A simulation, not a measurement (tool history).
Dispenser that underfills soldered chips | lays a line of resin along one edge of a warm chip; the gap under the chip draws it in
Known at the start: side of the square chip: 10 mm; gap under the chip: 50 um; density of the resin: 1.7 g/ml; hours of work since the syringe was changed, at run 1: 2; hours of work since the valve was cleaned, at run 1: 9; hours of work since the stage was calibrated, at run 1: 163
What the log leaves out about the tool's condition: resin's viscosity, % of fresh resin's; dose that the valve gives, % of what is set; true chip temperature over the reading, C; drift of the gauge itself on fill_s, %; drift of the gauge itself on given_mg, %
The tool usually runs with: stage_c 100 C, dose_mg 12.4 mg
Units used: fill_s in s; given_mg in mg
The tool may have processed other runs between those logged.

run,hour,stage_c,dose_mg,hours of work since the syringe was changed,hours of work since the valve was cleaned,hours of work since the stage was calibrated,fill_s,given_mg
1,0,100,12.4,2,9,163,98.3,12.45
2,8,100,12.4,7,14,168,136.3,12.32
# hour 12.3: new syringe of resin
3,16.1,100,12.4,3,19,173,103,12.27
4,24.2,100,12.4,8,25,178,142.1,12.23
# hour 26.8: new syringe of resin
5,33.9,100,12.4,5,31,185,120.2,12.17
# hour 41.3: new syringe of resin
6,42.3,100,12.4,1,36,190,88.8,12.17
7,53,100,13.4,8,43,197,135.8,13.13
# hour 56.3: new syringe of resin
8,60.8,100,13.4,3,48,202,104.7,13.09
# hour 70.8: new syringe of resin
9,72.2,100,11.8,1,56,209,92.4,11.51
10,79.5,100,12.4,6,61,214,123.9,11.96
# hour 85.3: new syringe of resin
11,88.6,100,12.4,2,66,220,101.3,11.93
12,93.6,100,12.4,6,70,224,121.6,12.05
# hour 99.8: new syringe of resin
13,101.7,100,12.4,1,75,229,94,11.93
14,109.4,100,13.5,6,80,234,128.5,13.01
# hour 114.2: new syringe of resin
15,116.8,100,13.5,2,85,239,95.8,13.02
16,125.3,100,12.4,7,90,244,137.3,11.94
# hour 129.3: new syringe of resin
17,130.2,100,11.8,1,93,247,93.9,11.23
18,138.3,100,11.8,6,99,253,129.4,11.3
# hour 143.8: new syringe of resin
19,146,100,11.8,1,104,258,98,11.16
20,155.9,90,11.8,8,110,264,196.7,11.19
# hour 158.2: new syringe of resin
21,161.1,90,11.8,2,114,267,133.5,11.14
22,168.5,99,14,7,118,272,134.9,13.21
# hour 172.5: new syringe of resin
23,179.1,99,14,4,125,279,115.7,13.14
24,184.4,99,14,8,129,283,142.3,13.09
# hour 187: new syringe of resin
25,192.7,99,14,4,134,288,111.8,13.16
# hour 198.2: dispensing valve cleaned and set on the balance
26,199.8,99,14,8,1,292,139.2,13.91
# hour 203.3: new syringe of resin
27,208.7,113,13.3,4,7,298,77.8,13.19
28,214.9,94,13.1,8,11,302,162.9,13.08
# hour 217.7: new syringe of resin
29,223.3,94,13.1,4,16,307,127.6,12.97
30,229.6,91,13.7,8,20,311,182.4,13.51
# hour 232.4: new syringe of resin
31,240.5,115,12.2,5,27,318,81.7,11.95
# hour 247.1: new syringe of resin
32,250.6,115,12.2,2,34,325,68.3,12.02
33,261,101,13.8,9,41,332,144,13.53
# hour 262.1: new syringe of resin
34,271.1,91,11.3,6,47,338,164.7,11.03
# hour 276.4: new syringe of resin
35,280.8,111,12.4,3,54,345,77.5,12.07

Below are 3 alternative next runs, each starting from the tool's condition after run 35. Predict each:
A,289.9,104,11.4,9,60,351,?,?
B,289.9,110,14.2,9,60,351,?,?
C,289.9,105,14.7,9,60,351,?,?

run,fill_s,given_mg
A,136.6,11.01
B,113.5,13.79
C,129.5,14.22
Without the tool's unlogged condition, the same runs would have read:
run,fill_s,given_mg
A,80.6,11.35
B,67.3,14.23
C,76.7,14.66
